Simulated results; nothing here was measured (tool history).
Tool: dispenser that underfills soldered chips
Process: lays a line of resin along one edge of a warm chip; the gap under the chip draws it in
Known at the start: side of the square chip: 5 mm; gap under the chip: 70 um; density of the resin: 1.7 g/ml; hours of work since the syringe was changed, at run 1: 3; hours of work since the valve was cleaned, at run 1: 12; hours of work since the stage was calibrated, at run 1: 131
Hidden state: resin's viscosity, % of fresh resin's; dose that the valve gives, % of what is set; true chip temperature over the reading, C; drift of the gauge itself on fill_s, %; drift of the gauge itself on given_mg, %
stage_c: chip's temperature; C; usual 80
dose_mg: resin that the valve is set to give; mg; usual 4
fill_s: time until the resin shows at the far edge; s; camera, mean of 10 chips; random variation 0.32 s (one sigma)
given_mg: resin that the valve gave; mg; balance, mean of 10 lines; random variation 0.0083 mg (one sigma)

run   hour  stage_c  dose_mg  hours of work since the syringe was changed  hours of work since the valve was cleaned  hours of work since the stage was calibrated  fill_s  given_mg
  1      0       80        4                                            3                                         12                                           131    15.2     3.968
  2    3.7       80        4                                            6                                         15                                           134    19.4     3.954
       5.7  -- new syringe of resin
  3   10.7       80        4                                            4                                         20                                           139      16     3.963
      15.5  -- new syringe of resin
  4   15.8       80        4                                            0                                         24                                           142    11.9     3.932
  5     20       80        4                                            3                                         27                                           145    15.4      3.92
      25.6  -- new syringe of resin
  6   27.4       80     3.41                                            1                                         32                                           151    14.2      3.33
  7   33.9       80     3.41                                            6                                         37                                           156    19.3     3.319
      35.4  -- new syringe of resin
  8   38.6       80     3.41                                            2                                         40                                           159    15.3     3.305
  9   42.7       82     3.41                                            6                                         44                                           162    17.9     3.279
      45.3  -- dispensing valve cleaned and set on the balance
      46.7  -- new syringe of resin
 10   49.2       80     3.63                                            2                                          3                                           166    14.5     3.627
      56.5  -- new syringe of resin
 11   56.6       80        4                                            0                                          8                                           172    12.3     3.992
 12   63.9       89     3.79                                            6                                         14                                           177    13.2     3.757
      66.4  -- new syringe of resin
 13   70.3       91     4.87                                            3                                         18                                           182     9.9     4.796
 14   74.1       71     4.16                                            6                                         21                                           185      26     4.105
      76.5  -- new syringe of resin
 15   79.2       74     3.47                                            2                                         25                                           188    18.4     3.408
 16   83.9       74     3.47                                            6                                         28                                           192    23.9     3.413
      86.3  -- new syringe of resin
 17   88.9       74     3.47                                            2                                         32                                           196    18.8       3.4
 18   95.2       74     3.47                                            7                                         37                                           200    26.8     3.383
      96.3  -- new syringe of resin
 19  100.4       89     3.78                                            3                                         40                                           204    11.2     3.679
     106.3  -- new syringe of resin
     107.3  -- dispensing valve cleaned and set on the balance
 20  108.9       89     3.78                                            1                                          1                                           209     9.8     3.768
 21  112.9       80     4.38                                            4                                          4                                           213      16     4.372

The same runs without the tool's hidden state, with the same run-to-run variation:
run  fill_s  given_mg
  1    11.5     4.004
  2    12.3     3.998
  3    11.8     4.023
  4    11.3     4.002
  5    11.7         4
  6    12.5      3.41
  7      12     3.412
  8    12.2     3.407
  9    11.5     3.389
 10    12.3     3.625
 11    11.6     4.006
 12     8.4     3.787
 13     7.5     4.852
 14    16.1     4.162
 15    15.1     3.464
 16    15.3     3.479
 17    15.1     3.473
 18    15.7     3.467
 19     8.4     3.782
 20     8.7     3.775
 21    11.4     4.391

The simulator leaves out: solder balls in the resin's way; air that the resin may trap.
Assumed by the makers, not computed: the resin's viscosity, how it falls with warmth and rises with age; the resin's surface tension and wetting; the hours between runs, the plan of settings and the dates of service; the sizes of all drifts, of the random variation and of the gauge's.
